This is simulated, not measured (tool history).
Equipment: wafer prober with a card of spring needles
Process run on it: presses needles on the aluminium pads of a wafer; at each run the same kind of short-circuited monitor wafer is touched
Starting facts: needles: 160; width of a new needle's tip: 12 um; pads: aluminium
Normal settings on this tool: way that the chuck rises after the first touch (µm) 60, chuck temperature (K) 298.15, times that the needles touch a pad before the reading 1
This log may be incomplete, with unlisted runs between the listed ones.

run,day,way that the chuck rises after the first touch (µm),chuck temperature (K),times that the needles touch a pad before the reading,resistance of one needle with its contact and lead (mohm),way that a needle slides on the pad (µm)
1,0,60,298.15,1,105,8.14
# day 0.125: tips cleaned on abrasive film
# day 0.625: tips cleaned on abrasive film
# day 1.25: tips cleaned on abrasive film
# day 1.875: tips cleaned on abrasive film
2,2.225,60,298.15,1,104,8.13
# day 2.475: tips cleaned on abrasive film
# day 2.975: tips cleaned on abrasive film
# day 3.579: tips cleaned on abrasive film
3,3.579,60,298.15,1,103,8.15
# day 4.204: tips cleaned on abrasive film
# day 4.8: tips cleaned on abrasive film
# day 5.425: tips cleaned on abrasive film
# day 5.925: tips cleaned on abrasive film
4,6.396,60,298.15,1,103,8.16
# day 6.525: tips cleaned on abrasive film
# day 7.142: tips cleaned on abrasive film
# day 7.762: tips cleaned on abrasive film
# day 8.262: tips cleaned on abrasive film
# day 8.883: tips cleaned on abrasive film
5,9.229,60,298.15,1,103,8.16
# day 9.362: height of the first contact set anew
# day 9.492: tips cleaned on abrasive film
# day 10.117: tips cleaned on abrasive film
# day 10.617: tips cleaned on abrasive film
# day 11.2: tips cleaned on abrasive film
6,11.2,60,298.15,1,104,8.16
# day 11.817: tips cleaned on abrasive film
# day 12.438: tips cleaned on abrasive film
# day 12.938: tips cleaned on abrasive film
7,13.258,60,373.15,1,112,8.17
# day 13.508: tips cleaned on abrasive film
# day 14.133: tips cleaned on abrasive film
# day 14.746: tips cleaned on abrasive film
8,14.95,60,373.15,1,114,8.16
# day 15.325: tips cleaned on abrasive film
# day 15.95: tips cleaned on abrasive film
# day 16.45: tips cleaned on abrasive film
# day 17.067: tips cleaned on abrasive film
9,17.483,60,373.15,1,112,8.14
# day 17.608: tips cleaned on abrasive film
# day 18.108: tips cleaned on abrasive film
# day 18.729: tips cleaned on abrasive film
# day 19.346: tips cleaned on abrasive film
# day 19.971: tips cleaned on abrasive film
10,20.062,60,373.15,1,116,8.21
# day 20.562: tips cleaned on abrasive film
# day 21.179: tips cleaned on abrasive film
# day 21.317: height of the first contact set anew
# day 21.804: tips cleaned on abrasive film
11,21.804,60,373.15,1,111,8.22
# day 22.304: tips cleaned on abrasive film
# day 22.925: tips cleaned on abrasive film
12,23.262,60,373.15,1,111,8.19
# day 23.512: tips cleaned on abrasive film
# day 24.138: tips cleaned on abrasive film
13,24.504,60,298.15,1,102,8.19
# day 24.758: tips cleaned on abrasive film
# day 25.258: tips cleaned on abrasive film
# day 25.879: tips cleaned on abrasive film
14,25.892,60,298.15,1,103,8.22
# day 26.392: tips cleaned on abrasive film
# day 27.012: tips cleaned on abrasive film
15,27.092,60,298.15,1,104,8.22
# day 27.583: tips cleaned on abrasive film
# day 28.083: tips cleaned on abrasive film
# day 28.708: tips cleaned on abrasive film
16,29.196,42,376.15,2,116,5.74
# day 29.325: tips cleaned on abrasive film
# day 29.946: tips cleaned on abrasive film
# day 30.571: tips cleaned on abrasive film
# day 31.167: tips cleaned on abrasive film
17,31.167,42,376.15,2,114,5.73
# day 31.788: tips cleaned on abrasive film
# day 32.404: tips cleaned on abrasive film
# day 33.029: tips cleaned on abrasive film
18,33.075,45,298.15,1,106,6.15
# day 33.333: height of the first contact set anew
# day 33.575: tips cleaned on abrasive film
# day 34.196: tips cleaned on abrasive film
19,34.579,51,385.15,3,115,7
# day 34.708: tips cleaned on abrasive film
# day 35.329: tips cleaned on abrasive film
# day 35.95: tips cleaned on abrasive film
20,36.217,44,374.15,2,114,6.02
# day 36.471: tips cleaned on abrasive film
# day 37.088: tips cleaned on abrasive film
# day 37.712: tips cleaned on abrasive film
# day 38.338: tips cleaned on abrasive film
21,38.783,73,298.15,3,100,10
# day 38.912: tips cleaned on abrasive film
# day 39.529: tips cleaned on abrasive film
# day 40.154: tips cleaned on abrasive film
# day 40.779: tips cleaned on abrasive film
22,41.221,44,372.15,2,115,6.05
# day 41.35: tips cleaned on abrasive film
# day 41.967: tips cleaned on abrasive film
# day 42.467: tips cleaned on abrasive film
# day 42.967: tips cleaned on abrasive film
23,43.033,62,298.15,2,105,8.51
# day 43.533: tips cleaned on abrasive film
# day 44.033: tips cleaned on abrasive film
# day 44.654: tips cleaned on abrasive film
24,44.746,44,312.15,1,106,6.02
# day 45.246: tips cleaned on abrasive film
# day 45.383: height of the first contact set anew
# day 45.758: tips cleaned on abrasive film
# day 46.308: tips cleaned on abrasive film
25,46.308,75,298.15,1,102,10.28
# day 46.929: tips cleaned on abrasive film
# day 47.542: tips cleaned on abrasive film
# day 48.154: tips cleaned on abrasive film
26,48.154,58,348.15,2,108,7.98

What if the next run were any one of these 3? Each begins from the tool's condition after run 26:
# day 48.529: gauge calibrated
# day 48.779: tips cleaned on abrasive film
# day 49.404: tips cleaned on abrasive film
A,49.796,60,298.15,2,?,?
# day 48.529: gauge calibrated
# day 48.779: tips cleaned on abrasive film
# day 49.404: tips cleaned on abrasive film
B,49.796,56,298.15,2,?,?
# day 48.529: gauge calibrated
# day 48.779: tips cleaned on abrasive film
# day 49.404: tips cleaned on abrasive film
C,49.796,60,361.15,3,?,?

run,resistance of one needle with its contact and lead (mohm),way that a needle slides on the pad (µm)
A,102,8.13
B,105,7.6
C,112,8.15
Stripped of hidden state, with their random variation kept, the same runs would have yielded:
run,resistance of one needle with its contact and lead (mohm),way that a needle slides on the pad (µm)
A,102,8.13
B,104,7.6
C,112,8.15
